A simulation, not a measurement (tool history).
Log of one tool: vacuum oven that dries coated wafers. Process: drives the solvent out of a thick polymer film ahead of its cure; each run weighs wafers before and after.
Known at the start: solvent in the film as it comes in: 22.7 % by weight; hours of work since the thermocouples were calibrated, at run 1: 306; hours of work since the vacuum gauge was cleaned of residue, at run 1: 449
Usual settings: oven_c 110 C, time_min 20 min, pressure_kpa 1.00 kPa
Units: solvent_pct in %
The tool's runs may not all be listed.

run,day,oven_c,time_min,pressure_kpa,hours of work since the thermocouples were calibrated,hours of work since the vacuum gauge was cleaned of residue,solvent_pct
1,0.000,110,20,1.00,306,449,1.81
2,3.979,110,20,1.00,361,505,1.83
3,7.575,110,20,1.00,412,555,1.86
4,12.217,110,20,1.00,477,621,1.83
5,16.633,110,20,2.98,539,682,2.81
6,21.104,110,20,2.98,601,745,2.86
7,24.108,110,11,1.00,643,787,4.78
8,27.142,110,19,1.00,686,830,2.05
9,30.900,117,20,1.00,739,882,1.02
10,34.362,117,20,1.00,787,931,1.00
11,38.396,117,20,1.00,844,987,1.02
12,42.183,117,20,1.00,897,1040,1.02
13,45.662,110,16,1.00,945,1089,2.83
14,49.054,110,19,1.00,993,1137,2.16
15,53.283,110,20,1.00,1052,1196,2.00
16,56.838,110,20,1.00,1102,1246,1.97
# day 60.271: oven's thermocouples calibrated
17,60.421,110,20,1.00,2,1295,1.79
18,62.696,110,20,1.00,34,1327,1.78
19,66.954,110,20,1.00,94,1386,1.77
20,70.517,97,13,1.00,144,1436,7.44
21,75.229,110,26,0.76,210,1502,1.04
22,80.250,107,11,3.42,280,1572,6.55
23,84.546,110,30,1.00,340,1633,0.97
24,86.996,98,18,1.93,374,1667,5.72
# day 87.438: vacuum gauge cleaned of residue and calibrated
25,91.188,98,18,1.93,432,53,5.82
26,94.850,104,24,0.55,484,104,2.06
27,97.904,113,17,1.00,526,147,2.01
28,101.129,97,16,0.90,572,192,6.30
# day 104.229: vacuum gauge cleaned of residue and calibrated, once more
29,106.042,111,12,1.00,639,25,3.89
30,110.567,116,29,1.00,703,89,0.55
31,113.308,111,14,0.95,741,127,3.06
32,116.483,106,18,1.00,786,172,2.94
33,120.288,106,18,1.00,839,225,3.00
34,122.888,106,18,1.00,876,261,2.99
35,125.496,105,16,1.00,912,298,3.87
36,130.325,114,28,1.81,980,366,1.09
37,133.692,110,11,1.63,1027,413,4.97
38,136.083,116,23,3.06,1060,446,1.72

Forecast each of these 4 alternatives for the next run:
A,138.204,124,23,3.06,1090,476,?
B,138.204,116,25,3.06,1090,476,?
C,138.204,110,14,1.00,1090,476,?
D,138.204,107,20,1.02,1090,476,?

run,solvent_pct
A,1.13
B,1.62
C,3.38
D,2.39
Without the tool's hidden state the same runs would have given:
run,solvent_pct
A,1.06
B,1.51
C,3.13
D,2.17
